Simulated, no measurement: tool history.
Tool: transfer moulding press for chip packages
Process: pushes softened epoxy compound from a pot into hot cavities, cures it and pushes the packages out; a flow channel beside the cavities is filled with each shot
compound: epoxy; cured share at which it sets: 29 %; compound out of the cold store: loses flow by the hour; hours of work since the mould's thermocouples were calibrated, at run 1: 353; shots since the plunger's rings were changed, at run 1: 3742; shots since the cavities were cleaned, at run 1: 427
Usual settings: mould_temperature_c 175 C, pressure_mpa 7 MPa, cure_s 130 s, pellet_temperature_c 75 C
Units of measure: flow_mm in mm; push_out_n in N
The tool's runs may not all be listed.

| run | hour | mould_temperature_c | pressure_mpa | cure_s | pellet_temperature_c | hours of work since the mould's thermocouples were calibrated | shots since the plunger's rings were changed | shots since the cavities were cleaned | incoming compound's hours out of the cold store | flow_mm | push_out_n |
|---|---|---|---|---|---|---|---|---|---|---|---|
| 1 | 0 | 175 | 7 | 130 | 75 | 353 | 3742 | 427 | 10.1 | 546 | 455 |
| 2 | 11.6 | 175 | 7 | 130 | 75 | 360 | 3839 | 524 | 21.1 | 521 | 476 |
| 3 | 21 | 175 | 7 | 130 | 75 | 365 | 3918 | 603 | 38 | 461 | 487 |
| 4 | 38.8 | 175 | 7 | 130 | 75 | 376 | 4068 | 753 | 38.4 | 460 | 511 |
| 5 | 48.3 | 175 | 6.56 | 130 | 75 | 381 | 4147 | 832 | 20.8 | 498 | 543 |
| 6 | 58.8 | 175 | 7 | 130 | 75 | 387 | 4235 | 920 | 32.8 | 477 | 556 |
| 7 | 68.9 | 175 | 7 | 156 | 75 | 393 | 4319 | 1004 | 37.3 | 465 | 517 |
|  | 88.1 | cavities cleaned with cleaning compound and waxed |
| 8 | 89.6 | 175 | 7 | 156 | 75 | 404 | 4480 | 12 | 31.6 | 476 | 318 |
| 9 | 105.8 | 175 | 7 | 156 | 75 | 413 | 4616 | 148 | 34.5 | 478 | 361 |
| 10 | 125.5 | 175 | 7 | 156 | 75 | 424 | 4781 | 313 | 46.6 | 437 | 404 |
| 11 | 137.1 | 167 | 7 | 150 | 75 | 431 | 4878 | 410 | 46.4 | 449 | 506 |
| 12 | 151.9 | 167 | 7 | 125 | 80 | 439 | 5002 | 534 | 10.9 | 556 | 801 |
| 13 | 172.6 | 175 | 6.4 | 130 | 83 | 451 | 5176 | 708 | 46.5 | 406 | 490 |
| 14 | 182.9 | 175 | 6.4 | 130 | 83 | 457 | 5262 | 794 | 27 | 470 | 540 |
| 15 | 195.6 | 175 | 6.4 | 130 | 83 | 464 | 5368 | 900 | 32.9 | 444 | 539 |
| 16 | 207.6 | 183 | 6.4 | 130 | 82 | 471 | 5468 | 1000 | 17.7 | 469 | 519 |
| 17 | 219.2 | 183 | 6.4 | 130 | 82 | 478 | 5566 | 1098 | 21.8 | 451 | 551 |
|  | 225.9 | cavities cleaned with cleaning compound and waxed |
| 18 | 229.3 | 183 | 6.4 | 130 | 82 | 482 | 5638 | 29 | 18.2 | 460 | 297 |

Each row is a separate what-if for the run after 18, all from the same tool condition, not one after another. Results?
| A | 243.8 | 183 | 7.29 | 130 | 82 | 491 | 5760 | 151 | 23.6 | ? | ? |
| B | 243.8 | 183 | 5.6 | 120 | 82 | 491 | 5760 | 151 | 36.5 | ? | ? |
| C | 243.8 | 181 | 7 | 117 | 83 | 491 | 5760 | 151 | 15.5 | ? | ? |

| run | flow_mm | push_out_n |
|---|---|---|
| A | 480 | 334 |
| B | 390 | 336 |
| C | 496 | 359 |
The same runs, with their run-to-run variation unchanged, on a tool lacking any hidden condition would have given:
| run | flow_mm | push_out_n |
|---|---|---|
| A | 531 | 282 |
| B | 431 | 284 |
| C | 549 | 305 |
